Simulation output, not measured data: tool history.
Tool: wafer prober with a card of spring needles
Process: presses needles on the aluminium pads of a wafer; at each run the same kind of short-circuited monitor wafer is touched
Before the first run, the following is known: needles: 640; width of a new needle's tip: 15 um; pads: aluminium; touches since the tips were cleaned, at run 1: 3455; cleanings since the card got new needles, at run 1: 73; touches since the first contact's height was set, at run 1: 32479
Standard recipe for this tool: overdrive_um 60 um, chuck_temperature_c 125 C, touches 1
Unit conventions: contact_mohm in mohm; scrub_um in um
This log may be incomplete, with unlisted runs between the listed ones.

| run | hour | overdrive_um | chuck_temperature_c | touches | touches since the tips were cleaned | cleanings since the card got new needles | touches since the first contact's height was set | contact_mohm | scrub_um |
|---|---|---|---|---|---|---|---|---|---|
| 1 | 0.0 | 60 | 125 | 1 | 3455 | 73 | 32479 | 237 | 16.71 |
|  | 5.4 | tips cleaned on abrasive film |
| 2 | 13.9 | 60 | 125 | 1 | 4552 | 74 | 39831 | 232 | 16.52 |
|  | 17.7 | tips cleaned on abrasive film |
|  | 30.6 | tips cleaned on abrasive film |
| 3 | 37.8 | 60 | 125 | 1 | 3812 | 76 | 52423 | 232 | 16.65 |
|  | 44.4 | tips cleaned on abrasive film |
|  | 56.2 | tips cleaned on abrasive film |
| 4 | 67.0 | 60 | 125 | 1 | 5708 | 78 | 67830 | 237 | 16.56 |
|  | 68.9 | tips cleaned on abrasive film |
|  | 80.5 | tips cleaned on abrasive film |
| 5 | 82.7 | 60 | 125 | 1 | 1165 | 80 | 76094 | 232 | 16.67 |
|  | 92.7 | tips cleaned on abrasive film |
| 6 | 100.1 | 48 | 125 | 1 | 3930 | 81 | 85294 | 236 | 13.32 |
|  | 104.5 | tips cleaned on abrasive film |
|  | 117.7 | tips cleaned on abrasive film |
| 7 | 123.0 | 48 | 125 | 1 | 2800 | 83 | 97368 | 239 | 13.32 |
|  | 130.6 | tips cleaned on abrasive film |
|  | 142.7 | tips cleaned on abrasive film |
| 8 | 143.9 | 48 | 125 | 1 | 656 | 85 | 108401 | 242 | 13.43 |
|  | 155.3 | tips cleaned on abrasive film |
| 9 | 164.9 | 48 | 125 | 1 | 5071 | 86 | 119480 | 240 | 13.18 |
|  | 167.3 | tips cleaned on abrasive film |
|  | 181.1 | tips cleaned on abrasive film |
| 10 | 189.2 | 48 | 125 | 1 | 4299 | 88 | 132318 | 243 | 13.43 |
|  | 193.5 | tips cleaned on abrasive film |
|  | 207.1 | tips cleaned on abrasive film |
| 11 | 213.2 | 48 | 125 | 1 | 3252 | 90 | 144973 | 238 | 13.29 |
|  | 220.6 | tips cleaned on abrasive film |
|  | 233.4 | tips cleaned on abrasive film |
| 12 | 242.2 | 60 | 125 | 1 | 4675 | 92 | 160296 | 236 | 16.77 |
|  | 245.1 | tips cleaned on abrasive film |
|  | 256.8 | tips cleaned on abrasive film |
|  | 257.1 | height of the first contact set anew |
| 13 | 266.7 | 60 | 125 | 1 | 5104 | 94 | 5104 | 234 | 16.70 |
|  | 269.2 | tips cleaned on abrasive film |
|  | 280.8 | tips cleaned on abrasive film |
| 14 | 280.8 | 60 | 125 | 1 | 0 | 96 | 12527 | 233 | 16.83 |
|  | 293.3 | tips cleaned on abrasive film |
|  | 306.1 | tips cleaned on abrasive film |
| 15 | 313.5 | 60 | 125 | 1 | 3962 | 98 | 29805 | 234 | 16.74 |
|  | 320.2 | tips cleaned on abrasive film |
|  | 334.6 | tips cleaned on abrasive film |
| 16 | 334.8 | 45 | 42 | 1 | 121 | 100 | 41015 | 219 | 12.65 |
|  | 347.1 | tips cleaned on abrasive film |
|  | 359.5 | tips cleaned on abrasive film |
| 17 | 359.8 | 60 | 51 | 2 | 135 | 102 | 54189 | 219 | 16.77 |
|  | 371.2 | tips cleaned on abrasive film |
|  | 383.4 | tips cleaned on abrasive film |
| 18 | 392.6 | 60 | 51 | 2 | 4874 | 104 | 71517 | 216 | 16.79 |
|  | 395.5 | tips cleaned on abrasive film |
|  | 408.1 | tips cleaned on abrasive film |
|  | 420.6 | tips cleaned on abrasive film |
| 19 | 423.2 | 43 | 110 | 1 | 1419 | 107 | 87668 | 236 | 11.96 |
|  | 433.2 | tips cleaned on abrasive film |
| 20 | 436.7 | 43 | 110 | 1 | 1869 | 108 | 94769 | 236 | 12.05 |
|  | 444.8 | tips cleaned on abrasive film |
|  | 457.2 | tips cleaned on abrasive film |
| 21 | 459.6 | 43 | 110 | 1 | 1282 | 110 | 106848 | 232 | 11.95 |
|  | 469.2 | tips cleaned on abrasive film |
| 22 | 478.1 | 58 | 43 | 1 | 4761 | 111 | 116658 | 215 | 16.35 |
|  | 482.0 | tips cleaned on abrasive film |
|  | 494.7 | tips cleaned on abrasive film |
| 23 | 496.4 | 58 | 111 | 1 | 915 | 113 | 126286 | 227 | 16.14 |
|  | 506.3 | tips cleaned on abrasive film |
|  | 518.8 | tips cleaned on abrasive film |
| 24 | 519.4 | 57 | 101 | 1 | 304 | 115 | 138376 | 227 | 15.98 |
|  | 531.9 | tips cleaned on abrasive film |
|  | 544.2 | tips cleaned on abrasive film |
| 25 | 546.0 | 57 | 101 | 1 | 997 | 117 | 152458 | 230 | 16.01 |
|  | 557.0 | tips cleaned on abrasive film |
| 26 | 565.8 | 47 | 125 | 1 | 4669 | 118 | 162895 | 241 | 13.12 |
|  | 569.1 | tips cleaned on abrasive film |
|  | 576.6 | height of the first contact set anew |
|  | 581.1 | tips cleaned on abrasive film |
| 27 | 586.7 | 60 | 59 | 1 | 2978 | 120 | 5311 | 219 | 16.78 |
|  | 593.2 | tips cleaned on abrasive film |
|  | 606.8 | tips cleaned on abrasive film |
| 28 | 607.2 | 52 | 125 | 1 | 213 | 122 | 16096 | 238 | 14.58 |
|  | 619.8 | tips cleaned on abrasive film |
| 29 | 625.3 | 60 | 125 | 1 | 2914 | 123 | 25673 | 234 | 16.89 |

4 options for the next run, each taken on its own from the tool as it stands now. Forecast them:
|  | 633.7 | tips cleaned on abrasive film |
|  | 646.7 | tips cleaned on abrasive film |
| A | 653.1 | 42 | 95 | 2 | 3429 | 125 | 40372 | ? | ? |
|  | 633.7 | tips cleaned on abrasive film |
|  | 646.7 | tips cleaned on abrasive film |
| B | 653.1 | 66 | 58 | 1 | 3429 | 125 | 40372 | ? | ? |
|  | 633.7 | tips cleaned on abrasive film |
|  | 646.7 | tips cleaned on abrasive film |
| C | 653.1 | 51 | 119 | 1 | 3429 | 125 | 40372 | ? | ? |
|  | 633.7 | tips cleaned on abrasive film |
|  | 646.7 | tips cleaned on abrasive film |
| D | 653.1 | 67 | 125 | 3 | 3429 | 125 | 40372 | ? | ? |

| run | contact_mohm | scrub_um |
|---|---|---|
| A | 228 | 11.83 |
| B | 214 | 18.61 |
| C | 234 | 14.39 |
| D | 232 | 18.85 |
The same runs, with their run-to-run variation unchanged, on a tool lacking any hidden condition would have given:
| run | contact_mohm | scrub_um |
|---|---|---|
| A | 227 | 11.63 |
| B | 213 | 18.29 |
| C | 233 | 14.15 |
| D | 232 | 18.52 |

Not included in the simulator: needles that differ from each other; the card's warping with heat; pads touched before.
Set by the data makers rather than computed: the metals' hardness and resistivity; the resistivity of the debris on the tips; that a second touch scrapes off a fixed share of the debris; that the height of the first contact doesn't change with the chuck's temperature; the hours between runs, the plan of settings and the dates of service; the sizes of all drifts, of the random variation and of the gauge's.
